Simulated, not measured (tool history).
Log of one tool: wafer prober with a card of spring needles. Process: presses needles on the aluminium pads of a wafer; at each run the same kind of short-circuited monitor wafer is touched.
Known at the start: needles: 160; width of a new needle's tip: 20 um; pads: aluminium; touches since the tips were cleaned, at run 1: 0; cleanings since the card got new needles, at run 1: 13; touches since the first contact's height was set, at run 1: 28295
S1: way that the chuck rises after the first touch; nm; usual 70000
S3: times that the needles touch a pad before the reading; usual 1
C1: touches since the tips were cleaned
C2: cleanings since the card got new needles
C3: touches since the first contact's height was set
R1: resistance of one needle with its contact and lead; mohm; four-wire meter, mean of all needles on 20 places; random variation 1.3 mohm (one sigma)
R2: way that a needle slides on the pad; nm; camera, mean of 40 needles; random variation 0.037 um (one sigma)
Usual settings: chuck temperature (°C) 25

run 1 hour=0.0 | S1=70000 chuck_temperature_(°C)=25 S3=1 | C1=0 C2=13 C3=28295 | R1=148 R2=14500
-- hour=3.3 tips cleaned on abrasive film
-- hour=7.4 tips cleaned on abrasive film
-- hour=10.8 tips cleaned on abrasive film
-- hour=14.9 tips cleaned on abrasive film
-- hour=18.2 tips cleaned on abrasive film
-- hour=22.3 tips cleaned on abrasive film
-- hour=25.6 tips cleaned on abrasive film
-- hour=29.8 tips cleaned on abrasive film
run 2 hour=31.9 | S1=70000 chuck_temperature_(°C)=25 S3=1 | C1=1263 C2=21 C3=46867 | R1=151 R2=14440
-- hour=33.6 tips cleaned on abrasive film
-- hour=36.9 tips cleaned on abrasive film
-- hour=40.2 tips cleaned on abrasive film
-- hour=44.3 tips cleaned on abrasive film
-- hour=47.7 tips cleaned on abrasive film
-- hour=51.8 tips cleaned on abrasive film
-- hour=55.9 tips cleaned on abrasive film
run 3 hour=57.3 | S1=70000 chuck_temperature_(°C)=25 S3=2 | C1=810 C2=28 C3=61615 | R1=148 R2=14330
-- hour=59.8 tips cleaned on abrasive film
-- hour=63.1 tips cleaned on abrasive film
-- hour=66.4 tips cleaned on abrasive film
-- hour=70.5 tips cleaned on abrasive film
-- hour=74.6 tips cleaned on abrasive film
-- hour=78.0 tips cleaned on abrasive film
-- hour=82.1 tips cleaned on abrasive film
-- hour=86.2 tips cleaned on abrasive film
-- hour=90.3 tips cleaned on abrasive film
run 4 hour=90.3 | S1=70000 chuck_temperature_(°C)=25 S3=2 | C1=0 C2=37 C3=80837 | R1=146 R2=14280
-- hour=94.4 tips cleaned on abrasive film
-- hour=98.6 tips cleaned on abrasive film
-- hour=101.9 tips cleaned on abrasive film
-- hour=105.2 tips cleaned on abrasive film
-- hour=108.6 tips cleaned on abrasive film
run 5 hour=108.6 | S1=70000 chuck_temperature_(°C)=25 S3=2 | C1=0 C2=42 C3=91493 | R1=149 R2=14180
-- hour=111.4 height of the first contact set anew
-- hour=113.1 tips cleaned on abrasive film
-- hour=117.2 tips cleaned on abrasive film
-- hour=121.3 tips cleaned on abrasive film
-- hour=125.4 tips cleaned on abrasive film
run 6 hour=126.8 | S1=70000 chuck_temperature_(°C)=25 S3=1 | C1=850 C2=46 C3=9021 | R1=150 R2=14040
-- hour=129.4 tips cleaned on abrasive film
-- hour=133.5 tips cleaned on abrasive film
-- hour=136.8 tips cleaned on abrasive film
-- hour=140.9 tips cleaned on abrasive film
run 7 hour=142.0 | S1=70000 chuck_temperature_(°C)=25 S3=1 | C1=619 C2=50 C3=17810 | R1=151 R2=14030
-- hour=144.5 tips cleaned on abrasive film
-- hour=147.8 tips cleaned on abrasive film
-- hour=151.9 tips cleaned on abrasive film
-- hour=155.2 tips cleaned on abrasive film
-- hour=158.5 tips cleaned on abrasive film
-- hour=162.7 tips cleaned on abrasive film
-- hour=166.0 tips cleaned on abrasive film
-- hour=170.1 tips cleaned on abrasive film
run 8 hour=170.5 | S1=70000 chuck_temperature_(°C)=25 S3=2 | C1=254 C2=58 C3=34406 | R1=149 R2=13930
-- hour=173.8 tips cleaned on abrasive film
-- hour=178.0 tips cleaned on abrasive film
-- hour=182.1 tips cleaned on abrasive film
-- hour=185.4 tips cleaned on abrasive film
-- hour=189.5 tips cleaned on abrasive film
-- hour=193.6 tips cleaned on abrasive film
-- hour=197.0 tips cleaned on abrasive film
run 9 hour=199.7 | S1=70000 chuck_temperature_(°C)=25 S3=2 | C1=1650 C2=65 C3=51435 | R1=154 R2=13830
-- hour=200.6 tips cleaned on abrasive film
-- hour=203.9 tips cleaned on abrasive film
-- hour=208.1 tips cleaned on abrasive film
-- hour=212.2 tips cleaned on abrasive film
-- hour=216.3 tips cleaned on abrasive film
-- hour=220.4 tips cleaned on abrasive film
run 10 hour=221.6 | S1=70000 chuck_temperature_(°C)=25 S3=2 | C1=720 C2=71 C3=64171 | R1=153 R2=13690
-- hour=224.1 tips cleaned on abrasive film
-- hour=227.5 tips cleaned on abrasive film
-- hour=231.6 tips cleaned on abrasive film
-- hour=234.9 tips cleaned on abrasive film
run 11 hour=236.6 | S1=70000 chuck_temperature_(°C)=25 S3=2 | C1=1050 C2=75 C3=72911 | R1=151 R2=13670
-- hour=238.4 tips cleaned on abrasive film
-- hour=242.5 tips cleaned on abrasive film
-- hour=244.4 height of the first contact set anew, once more
-- hour=246.9 tips cleaned on abrasive film
-- hour=250.2 tips cleaned on abrasive film
-- hour=254.3 tips cleaned on abrasive film
-- hour=257.7 tips cleaned on abrasive film
-- hour=261.0 tips cleaned on abrasive film
run 12 hour=262.0 | S1=70000 chuck_temperature_(°C)=25 S3=2 | C1=605 C2=82 C3=10218 | R1=149 R2=14660
-- hour=264.5 tips cleaned on abrasive film
-- hour=268.6 tips cleaned on abrasive film
-- hour=271.9 tips cleaned on abrasive film
-- hour=275.3 tips cleaned on abrasive film
run 13 hour=278.2 | S1=70000 chuck_temperature_(°C)=25 S3=2 | C1=1759 C2=86 C3=19669 | R1=155 R2=14640
-- hour=279.1 tips cleaned on abrasive film
-- hour=282.4 tips cleaned on abrasive film
-- hour=286.5 tips cleaned on abrasive film
-- hour=289.9 tips cleaned on abrasive film
-- hour=294.0 tips cleaned on abrasive film
-- hour=298.1 tips cleaned on abrasive film
-- hour=302.2 tips cleaned on abrasive film
-- hour=305.5 tips cleaned on abrasive film
-- hour=309.7 tips cleaned on abrasive film
run 14 hour=312.6 | S1=70000 chuck_temperature_(°C)=25 S3=2 | C1=1746 C2=95 C3=39678 | R1=153 R2=14620
-- hour=313.5 tips cleaned on abrasive film
-- hour=317.6 tips cleaned on abrasive film
-- hour=320.9 tips cleaned on abrasive film
-- hour=325.0 tips cleaned on abrasive film
-- hour=329.2 tips cleaned on abrasive film
-- hour=333.3 tips cleaned on abrasive film
-- hour=337.4 tips cleaned on abrasive film
-- hour=341.5 tips cleaned on abrasive film
-- hour=344.8 tips cleaned on abrasive film
run 15 hour=346.6 | S1=63000 chuck_temperature_(°C)=25 S3=1 | C1=1082 C2=104 C3=59504 | R1=156 R2=12960
-- hour=348.4 tips cleaned on abrasive film
-- hour=351.7 tips cleaned on abrasive film
-- hour=355.0 tips cleaned on abrasive film
-- hour=359.1 tips cleaned on abrasive film
run 16 hour=361.5 | S1=79000 chuck_temperature_(°C)=25 S3=1 | C1=1447 C2=108 C3=68160 | R1=151 R2=16260
-- hour=363.1 tips cleaned on abrasive film
-- hour=366.4 tips cleaned on abrasive film
-- hour=370.6 tips cleaned on abrasive film
-- hour=374.7 tips cleaned on abrasive film
-- hour=378.8 tips cleaned on abrasive film
-- hour=382.1 tips cleaned on abrasive film
-- hour=386.2 tips cleaned on abrasive film
run 17 hour=388.4 | S1=79000 chuck_temperature_(°C)=25 S3=1 | C1=1303 C2=115 C3=83805 | R1=151 R2=16160
-- hour=390.1 tips cleaned on abrasive film
-- hour=394.2 tips cleaned on abrasive film
-- hour=398.4 tips cleaned on abrasive film
-- hour=401.7 tips cleaned on abrasive film
-- hour=404.4 height of the first contact set anew
-- hour=406.1 tips cleaned on abrasive film
-- hour=410.2 tips cleaned on abrasive film
-- hour=414.3 tips cleaned on abrasive film
-- hour=418.5 tips cleaned on abrasive film
run 18 hour=418.6 | S1=54000 chuck_temperature_(°C)=26 S3=1 | C1=112 C2=123 C3=8283 | R1=155 R2=11410
-- hour=422.0 tips cleaned on abrasive film
-- hour=426.1 tips cleaned on abrasive film
-- hour=430.2 tips cleaned on abrasive film
-- hour=434.3 tips cleaned on abrasive film
-- hour=438.4 tips cleaned on abrasive film
-- hour=441.8 tips cleaned on abrasive film
-- hour=445.9 tips cleaned on abrasive film
-- hour=449.2 tips cleaned on abrasive film
run 19 hour=449.8 | S1=54000 chuck_temperature_(°C)=26 S3=1 | C1=347 C2=131 C3=26413 | R1=157 R2=11270
-- hour=453.1 tips cleaned on abrasive film
-- hour=457.2 tips cleaned on abrasive film
-- hour=460.5 tips cleaned on abrasive film
-- hour=464.7 tips cleaned on abrasive film
-- hour=468.0 tips cleaned on abrasive film
-- hour=472.1 tips cleaned on abrasive film
-- hour=476.2 tips cleaned on abrasive film
-- hour=480.3 tips cleaned on abrasive film
-- hour=484.5 tips cleaned on abrasive film
run 20 hour=484.7 | S1=81000 chuck_temperature_(°C)=119 S3=2 | C1=142 C2=140 C3=46741 | R1=162 R2=16860
-- hour=488.0 tips cleaned on abrasive film
-- hour=491.3 tips cleaned on abrasive film
-- hour=495.5 tips cleaned on abrasive film
-- hour=499.6 tips cleaned on abrasive film
-- hour=503.7 tips cleaned on abrasive film
-- hour=507.0 tips cleaned on abrasive film
run 21 hour=508.6 | S1=59000 chuck_temperature_(°C)=25 S3=1 | C1=972 C2=146 C3=60691 | R1=159 R2=12140

Forecast each of these 3 alternatives for the next run:
-- hour=510.4 tips cleaned on abrasive film
-- hour=514.5 tips cleaned on abrasive film
-- hour=517.8 tips cleaned on abrasive film
-- hour=522.0 tips cleaned on abrasive film
-- hour=526.1 tips cleaned on abrasive film
-- hour=529.4 tips cleaned on abrasive film
-- hour=532.7 tips cleaned on abrasive film
-- hour=536.8 tips cleaned on abrasive film
-- hour=540.1 tips cleaned on abrasive film
run A hour=541.2 | S1=83000 chuck_temperature_(°C)=68 S3=3 | C1=638 C2=155 C3=79622 | R1=? R2=?
-- hour=510.4 tips cleaned on abrasive film
-- hour=514.5 tips cleaned on abrasive film
-- hour=517.8 tips cleaned on abrasive film
-- hour=522.0 tips cleaned on abrasive film
-- hour=526.1 tips cleaned on abrasive film
-- hour=529.4 tips cleaned on abrasive film
-- hour=532.7 tips cleaned on abrasive film
-- hour=536.8 tips cleaned on abrasive film
-- hour=540.1 tips cleaned on abrasive film
run B hour=541.2 | S1=63000 chuck_temperature_(°C)=25 S3=2 | C1=638 C2=155 C3=79622 | R1=? R2=?
-- hour=510.4 tips cleaned on abrasive film
-- hour=514.5 tips cleaned on abrasive film
-- hour=517.8 tips cleaned on abrasive film
-- hour=522.0 tips cleaned on abrasive film
-- hour=526.1 tips cleaned on abrasive film
-- hour=529.4 tips cleaned on abrasive film
-- hour=532.7 tips cleaned on abrasive film
-- hour=536.8 tips cleaned on abrasive film
-- hour=540.1 tips cleaned on abrasive film
run C hour=541.2 | S1=67000 chuck_temperature_(°C)=25 S3=1 | C1=638 C2=155 C3=79622 | R1=? R2=?

run=A R1=156 R2=17010
run=B R1=152 R2=12800
run=C R1=155 R2=13610
Without the tool's hidden state the same runs would have given:
run=A R1=153 R2=17490
run=B R1=147 R2=13280
run=C R1=150 R2=14100
